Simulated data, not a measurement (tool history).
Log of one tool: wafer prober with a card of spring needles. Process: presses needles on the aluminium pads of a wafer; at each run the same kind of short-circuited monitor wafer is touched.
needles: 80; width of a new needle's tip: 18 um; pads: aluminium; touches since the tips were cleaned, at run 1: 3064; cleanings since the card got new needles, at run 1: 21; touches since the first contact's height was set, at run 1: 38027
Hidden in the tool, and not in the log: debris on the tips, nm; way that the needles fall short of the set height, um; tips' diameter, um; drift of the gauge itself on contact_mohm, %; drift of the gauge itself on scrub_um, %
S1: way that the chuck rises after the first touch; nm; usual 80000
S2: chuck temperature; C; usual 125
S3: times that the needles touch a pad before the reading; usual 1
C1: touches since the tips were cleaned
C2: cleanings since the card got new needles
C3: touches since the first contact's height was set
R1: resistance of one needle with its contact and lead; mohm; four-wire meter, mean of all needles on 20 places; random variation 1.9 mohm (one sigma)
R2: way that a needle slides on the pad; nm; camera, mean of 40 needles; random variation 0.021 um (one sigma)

{"run": 1, "hour": 0.0, "S1": 80000, "S2": 125, "S3": 1, "C1": 3064, "C2": 21, "C3": 38027, "R1": 247, "R2": 14850}
{"hour": 11.8, "done": "tips cleaned on abrasive film"}
{"run": 2, "hour": 13.4, "S1": 80000, "S2": 125, "S3": 1, "C1": 710, "C2": 22, "C3": 43929, "R1": 309, "R2": 14790}
{"run": 3, "hour": 22.7, "S1": 80000, "S2": 125, "S3": 1, "C1": 4838, "C2": 22, "C3": 48057, "R1": 301, "R2": 14840}
{"hour": 29.7, "done": "tips cleaned on abrasive film"}
{"hour": 38.9, "done": "tips cleaned on abrasive film, once more"}
{"run": 4, "hour": 42.2, "S1": 80000, "S2": 49, "S3": 1, "C1": 1485, "C2": 24, "C3": 56634, "R1": 217, "R2": 14800}
{"hour": 56.6, "done": "tips cleaned on abrasive film"}
{"run": 5, "hour": 61.2, "S1": 80000, "S2": 49, "S3": 1, "C1": 2000, "C2": 25, "C3": 65000, "R1": 227, "R2": 14770}
{"hour": 75.5, "done": "tips cleaned on abrasive film"}
{"run": 6, "hour": 76.0, "S1": 99000, "S2": 49, "S3": 1, "C1": 217, "C2": 26, "C3": 71553, "R1": 199, "R2": 18260}
{"hour": 93.7, "done": "tips cleaned on abrasive film"}
{"run": 7, "hour": 93.9, "S1": 99000, "S2": 49, "S3": 1, "C1": 91, "C2": 27, "C3": 79457, "R1": 192, "R2": 18300}
{"hour": 111.7, "done": "tips cleaned on abrasive film"}
{"run": 8, "hour": 111.7, "S1": 99000, "S2": 49, "S3": 1, "C1": 0, "C2": 28, "C3": 87308, "R1": 197, "R2": 18250}
{"run": 9, "hour": 121.0, "S1": 99000, "S2": 49, "S3": 1, "C1": 4116, "C2": 28, "C3": 91424, "R1": 227, "R2": 18210}
{"hour": 130.1, "done": "tips cleaned on abrasive film"}
{"run": 10, "hour": 132.6, "S1": 90000, "S2": 118, "S3": 1, "C1": 1112, "C2": 29, "C3": 96537, "R1": 220, "R2": 16530}
{"run": 11, "hour": 144.1, "S1": 73000, "S2": 40, "S3": 3, "C1": 6244, "C2": 29, "C3": 101669, "R1": 225, "R2": 13380}
{"hour": 148.2, "done": "tips cleaned on abrasive film"}
{"run": 12, "hour": 152.4, "S1": 73000, "S2": 40, "S3": 3, "C1": 1898, "C2": 30, "C3": 105304, "R1": 206, "R2": 13330}

Forecast each of these 4 alternatives for the next run:
{"run": "A", "hour": 160.8, "S1": 73000, "S2": 119, "S3": 2, "C1": 5610, "C2": 30, "C3": 109016, "R1": "?", "R2": "?"}
{"run": "B", "hour": 160.8, "S1": 80000, "S2": 101, "S3": 3, "C1": 5610, "C2": 30, "C3": 109016, "R1": "?", "R2": "?"}
{"run": "C", "hour": 160.8, "S1": 73000, "S2": 40, "S3": 2, "C1": 5610, "C2": 30, "C3": 109016, "R1": "?", "R2": "?"}
{"run": "D", "hour": 160.8, "S1": 80000, "S2": 29, "S3": 2, "C1": 5610, "C2": 30, "C3": 109016, "R1": "?", "R2": "?"}

run=A R1=255 R2=13340
run=B R1=226 R2=14660
run=C R1=243 R2=13330
run=D R1=231 R2=14680
Without the tool's hidden state the same runs would have given:
run=A R1=209 R2=13610
run=B R1=201 R2=14930
run=C R1=191 R2=13600
run=D R1=187 R2=14950
